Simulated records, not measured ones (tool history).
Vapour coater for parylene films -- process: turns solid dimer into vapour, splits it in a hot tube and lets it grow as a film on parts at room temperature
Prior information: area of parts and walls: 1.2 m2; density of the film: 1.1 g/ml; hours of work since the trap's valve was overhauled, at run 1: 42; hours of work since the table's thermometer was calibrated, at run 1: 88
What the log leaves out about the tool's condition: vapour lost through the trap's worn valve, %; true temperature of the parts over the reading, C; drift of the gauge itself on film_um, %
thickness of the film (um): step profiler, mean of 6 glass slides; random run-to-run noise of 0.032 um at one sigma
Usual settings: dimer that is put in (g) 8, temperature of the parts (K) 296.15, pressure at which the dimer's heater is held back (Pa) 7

| run | hour | dimer that is put in (g) | temperature of the parts (K) | pressure at which the dimer's heater is held back (Pa) | hours of work since the trap's valve was overhauled | hours of work since the table's thermometer was calibrated | thickness of the film (um) |
|---|---|---|---|---|---|---|---|
| 1 | 0 | 8 | 296.15 | 7 | 42 | 88 | 3.2 |
| 2 | 22.6 | 8 | 296.15 | 7 | 53 | 98 | 3.17 |
| 3 | 55.6 | 8 | 294.15 | 7 | 68 | 113 | 3.25 |
| 4 | 80.6 | 8 | 294.15 | 7 | 80 | 125 | 3.27 |
| 5 | 96.1 | 7 | 294.15 | 7 | 87 | 132 | 2.85 |
| 6 | 112.4 | 7 | 294.15 | 7 | 94 | 140 | 2.82 |
| 7 | 131 | 13 | 294.15 | 7 | 103 | 148 | 5.29 |
| 8 | 147.6 | 13 | 294.15 | 7 | 111 | 156 | 5.35 |
| 9 | 177.4 | 8 | 289.15 | 7 | 125 | 170 | 3.54 |
| 10 | 197.5 | 8 | 289.15 | 7 | 134 | 179 | 3.59 |
| 11 | 224.8 | 8 | 289.15 | 7 | 147 | 192 | 3.58 |
| 12 | 249.3 | 8 | 296.15 | 5.08 | 158 | 203 | 3.33 |
| 13 | 265.1 | 5 | 296.15 | 4.36 | 165 | 210 | 2.14 |
| 14 | 294.2 | 5 | 296.15 | 4.36 | 179 | 224 | 2.14 |
| 15 | 310.9 | 4 | 307.15 | 2.26 | 186 | 231 | 1.62 |
| 16 | 340.9 | 8 | 296.15 | 4.75 | 200 | 245 | 3.39 |
| 17 | 362.7 | 13 | 296.15 | 4.75 | 210 | 255 | 5.48 |
| 18 | 390.1 | 13 | 296.15 | 4.75 | 223 | 268 | 5.45 |
| 19 | 405.7 | 4 | 296.15 | 4.87 | 230 | 275 | 1.69 |
| 20 | 422.1 | 4 | 296.15 | 4.87 | 238 | 283 | 1.72 |

Forecast each of these 3 alternatives for the next run:
| A | 449 | 8 | 296.15 | 4.75 | 250 | 295 | ? |
| B | 449 | 8 | 290.15 | 5.21 | 250 | 295 | ? |
| C | 449 | 13 | 296.15 | 7.28 | 250 | 295 | ? |

| run | thickness of the film (um) |
|---|---|
| A | 3.42 |
| B | 3.73 |
| C | 5.12 |
With the hidden condition removed and each run's random variation left untouched, the same runs would have given:
| run | thickness of the film (um) |
|---|---|
| A | 3.43 |
| B | 3.75 |
| C | 5.13 |
